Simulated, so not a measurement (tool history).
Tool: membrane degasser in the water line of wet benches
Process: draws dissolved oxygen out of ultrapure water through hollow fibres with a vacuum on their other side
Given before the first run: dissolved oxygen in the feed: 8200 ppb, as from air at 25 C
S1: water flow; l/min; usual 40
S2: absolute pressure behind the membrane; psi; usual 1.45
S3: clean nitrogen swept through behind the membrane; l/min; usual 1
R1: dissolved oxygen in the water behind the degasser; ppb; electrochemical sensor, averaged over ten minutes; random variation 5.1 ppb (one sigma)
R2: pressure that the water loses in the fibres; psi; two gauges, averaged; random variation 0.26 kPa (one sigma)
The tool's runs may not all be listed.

| run | hour | S1 | S2 | S3 | R1 | R2 |
|---|---|---|---|---|---|---|
| 1 | 0 | 40 | 1.45 | 1 | 567.6 | 10.108 |
| 2 | 50.4 | 40 | 1.45 | 1 | 565.3 | 10.095 |
| 3 | 93.5 | 40 | 1.45 | 1 | 566.2 | 10.064 |
| 4 | 145.1 | 40 | 1.45 | 1 | 568.4 | 10.121 |
| 5 | 190.4 | 40 | 1.45 | 1 | 572.1 | 10.093 |
| 6 | 217.4 | 28 | 1.45 | 1 | 417.1 | 7.123 |
| 7 | 257.6 | 28 | 1.45 | 1 | 415.1 | 7.098 |
| 8 | 288.6 | 40 | 1.55 | 1 | 618.7 | 10.103 |
| 9 | 329.8 | 40 | 1.45 | 1 | 567.5 | 10.135 |
| 10 | 374.6 | 40 | 1.45 | 1 | 556.8 | 10.238 |
| 11 | 425 | 40 | 1.45 | 1 | 578.2 | 10.141 |
| 12 | 472.6 | 40 | 1.45 | 1 | 575.1 | 10.105 |
| 13 | 495.5 | 40 | 1.45 | 1 | 573.4 | 10.196 |
| 14 | 521.4 | 28 | 2.25 | 2.53 | 336.5 | 7.108 |
| 15 | 543.7 | 28 | 2.25 | 2.53 | 336.2 | 7.087 |
| 16 | 578.8 | 28 | 2.25 | 2.53 | 331.9 | 7.175 |
| 17 | 617.9 | 38 | 1.7 | 1.37 | 530.3 | 9.674 |
| 18 | 647 | 40 | 3.32 | 2.94 | 622.3 | 10.161 |
| 19 | 674.2 | 40 | 3.32 | 2.94 | 629.4 | 10.174 |
|  | 698.2 | vacuum gauge calibrated |
| 20 | 709.4 | 25 | 3.05 | 1.85 | 536.1 | 6.338 |
| 21 | 745 | 29 | 2.9 | 1.24 | 819 | 7.294 |
| 22 | 790.9 | 29 | 2.9 | 1.24 | 806.3 | 7.337 |
| 23 | 826.7 | 45 | 1.07 | 1 | 408.4 | 11.457 |
| 24 | 871.2 | 45 | 1.07 | 1 | 405.1 | 11.435 |

What if the next run were any one of these 5? Each begins from the tool's condition after run 24:
| A | 894.3 | 42 | 1.07 | 1 | ? | ? |
| B | 894.3 | 40 | 1.45 | 0.47 | ? | ? |
| C | 894.3 | 40 | 1.77 | 1 | ? | ? |
| D | 894.3 | 40 | 1.65 | 1.32 | ? | ? |
| E | 894.3 | 30 | 2.64 | 2.27 | ? | ? |

| run | R1 | R2 |
|---|---|---|
| A | 374.7 | 10.63 |
| B | 907.4 | 10.215 |
| C | 705.2 | 10.243 |
| D | 542 | 10.102 |
| E | 459.6 | 7.606 |
With the hidden condition removed and each run's random variation left untouched, the same runs would have given:
| run | R1 | R2 |
|---|---|---|
| A | 373.1 | 10.576 |
| B | 913.7 | 10.164 |
| C | 702.8 | 10.192 |
| D | 538.5 | 10.051 |
| E | 452.8 | 7.567 |
